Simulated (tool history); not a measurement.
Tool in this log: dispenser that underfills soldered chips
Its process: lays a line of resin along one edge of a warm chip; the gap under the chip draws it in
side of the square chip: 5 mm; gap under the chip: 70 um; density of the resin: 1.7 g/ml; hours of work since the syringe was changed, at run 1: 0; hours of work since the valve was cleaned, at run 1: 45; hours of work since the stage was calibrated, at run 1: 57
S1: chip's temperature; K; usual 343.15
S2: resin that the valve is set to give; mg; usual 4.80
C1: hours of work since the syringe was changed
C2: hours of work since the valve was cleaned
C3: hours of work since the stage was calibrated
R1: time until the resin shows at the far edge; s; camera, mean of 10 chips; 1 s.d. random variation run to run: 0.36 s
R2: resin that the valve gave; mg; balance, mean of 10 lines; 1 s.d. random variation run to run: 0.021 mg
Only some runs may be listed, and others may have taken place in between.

| run | hour | S1 | S2 | C1 | C2 | C3 | R1 | R2 |
|---|---|---|---|---|---|---|---|---|
| 1 | 0.0 | 343.15 | 4.80 | 0 | 45 | 57 | 19.6 | 4.66 |
| 2 | 8.4 | 331.15 | 4.80 | 6 | 51 | 63 | 54.2 | 4.65 |
|  | 12.2 | new syringe of resin |
| 3 | 17.8 | 333.15 | 4.80 | 4 | 57 | 69 | 42.3 | 4.64 |
|  | 21.4 | dispensing valve cleaned and set on the balance |
|  | 25.4 | new syringe of resin |
| 4 | 30.4 | 333.15 | 4.80 | 3 | 6 | 77 | 42.1 | 4.74 |
|  | 37.9 | new syringe of resin |
| 5 | 41.8 | 335.15 | 4.80 | 3 | 14 | 84 | 34.4 | 4.75 |
| 6 | 47.8 | 329.15 | 6.02 | 7 | 18 | 88 | 64.2 | 5.89 |
|  | 49.8 | new syringe of resin |
| 7 | 55.5 | 329.15 | 6.02 | 4 | 23 | 93 | 52.2 | 5.92 |
|  | 61.9 | new syringe of resin |
| 8 | 63.8 | 328.15 | 4.98 | 1 | 28 | 99 | 45.2 | 4.85 |
| 9 | 71.9 | 328.15 | 4.98 | 7 | 34 | 104 | 69.6 | 4.82 |
|  | 74.1 | new syringe of resin |
| 10 | 79.6 | 349.15 | 4.16 | 4 | 39 | 110 | 19.6 | 4.03 |

Branching from run 10: 5 alternative next runs. What would each branch give?
|  | 86.0 | new syringe of resin |
| A | 88.7 | 357.15 | 4.80 | 2 | 45 | 116 | ? | ? |
|  | 86.0 | new syringe of resin |
| B | 88.7 | 333.15 | 4.80 | 2 | 45 | 116 | ? | ? |
|  | 86.0 | new syringe of resin |
| C | 88.7 | 338.15 | 5.73 | 2 | 45 | 116 | ? | ? |
|  | 86.0 | new syringe of resin |
| D | 88.7 | 334.15 | 5.01 | 2 | 45 | 116 | ? | ? |
|  | 86.0 | new syringe of resin |
| E | 88.7 | 343.15 | 5.11 | 2 | 45 | 116 | ? | ? |

| run | R1 | R2 |
|---|---|---|
| A | 11.6 | 4.62 |
| B | 36.7 | 4.64 |
| C | 28.1 | 5.52 |
| D | 35.2 | 4.87 |
| E | 22.3 | 4.94 |
Take away the tool's hidden state, keep each run's random variation, and the runs would have read:
| run | R1 | R2 |
|---|---|---|
| A | 9.9 | 4.78 |
| B | 31.3 | 4.80 |
| C | 24.1 | 5.71 |
| D | 30.2 | 5.04 |
| E | 19.1 | 5.11 |
